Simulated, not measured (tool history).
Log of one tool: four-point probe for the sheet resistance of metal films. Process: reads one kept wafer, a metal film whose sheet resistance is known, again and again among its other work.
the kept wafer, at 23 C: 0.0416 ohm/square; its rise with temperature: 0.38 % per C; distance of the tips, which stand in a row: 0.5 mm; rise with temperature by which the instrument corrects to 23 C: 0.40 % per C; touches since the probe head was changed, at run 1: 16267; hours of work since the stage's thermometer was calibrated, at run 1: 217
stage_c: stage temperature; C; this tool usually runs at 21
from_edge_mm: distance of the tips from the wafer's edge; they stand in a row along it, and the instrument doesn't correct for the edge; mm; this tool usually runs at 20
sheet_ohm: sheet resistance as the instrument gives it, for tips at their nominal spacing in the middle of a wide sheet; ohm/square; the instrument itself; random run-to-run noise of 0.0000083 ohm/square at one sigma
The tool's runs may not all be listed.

run    hour  stage_c  from_edge_mm  touches since the probe head was changed  hours of work since the stage's thermometer was calibrated  sheet_ohm
  1       0       21            20                                     16267                                                         217   0.041623
  2    61.5       21            20                                     17943                                                         253   0.041623
  3   100.6       21            20                                     19008                                                         277   0.041629
  4   177.6       21            20                                     21103                                                         322   0.041632
  5   244.2       21            71                                     22916                                                         362   0.041624
  6     280       19            20                                     23892                                                         383   0.041648
  7   359.7       21            20                                     26061                                                         430   0.041629
  8   392.6       21            20                                     26957                                                         450   0.041636
  9     454       21            20                                     28629                                                         486   0.041611
 10     497       21            20                                     29799                                                         512   0.041625
 11   543.2       19            20                                     31058                                                         539   0.041641
 12   579.2       19            66                                     32039                                                         561   0.041619
 13   615.6       19            66                                     33029                                                         583   0.041631
 14   664.8       19            66                                     34370                                                         612   0.041628
 15   714.2       19            66                                     35714                                                         641   0.041647
 16   778.4       19            66                                     37461                                                         679   0.041624
 17   852.6       34             5                                     39482                                                         723   0.041745
 18   909.5       34             5                                     41033                                                         757   0.041743
 19   959.2       19            58                                     42384                                                         787   0.041626
 20  1006.2       19            58                                     43665                                                         815    0.04162
 21  1069.5       19            58                                     45387                                                         852   0.041627
 22  1138.4       19            58                                     47264                                                         893   0.041615
 23  1208.8       22            11                                     49182                                                         935   0.041655
 24  1253.1       18            47                                     50389                                                         961   0.041622
 25  1319.7       20             3                                     52201                                                        1001   0.042234
 26  1367.6       20             3                                     53505                                                        1029   0.042236
 27  1401.3       21            37                                     54422                                                        1049   0.041608

Consider 4 possible next runs. They are alternatives, not a sequence: every one starts from the tool as it was left by run 27. What does each give?
  A  1472.1       21            48                                     56351                                                        1091          ?
  B  1472.1       34            71                                     56351                                                        1091          ?
  C  1472.1       19            42                                     56351                                                        1091          ?
  D  1472.1       20            71                                     56351                                                        1091          ?

run  sheet_ohm
  A   0.041616
  B   0.041515
  C   0.041627
  D   0.041634
Take away the tool's hidden state, keep each run's random variation, and the runs would have read:
run  sheet_ohm
  A   0.041618
  B   0.041517
  C   0.041629
  D   0.041635

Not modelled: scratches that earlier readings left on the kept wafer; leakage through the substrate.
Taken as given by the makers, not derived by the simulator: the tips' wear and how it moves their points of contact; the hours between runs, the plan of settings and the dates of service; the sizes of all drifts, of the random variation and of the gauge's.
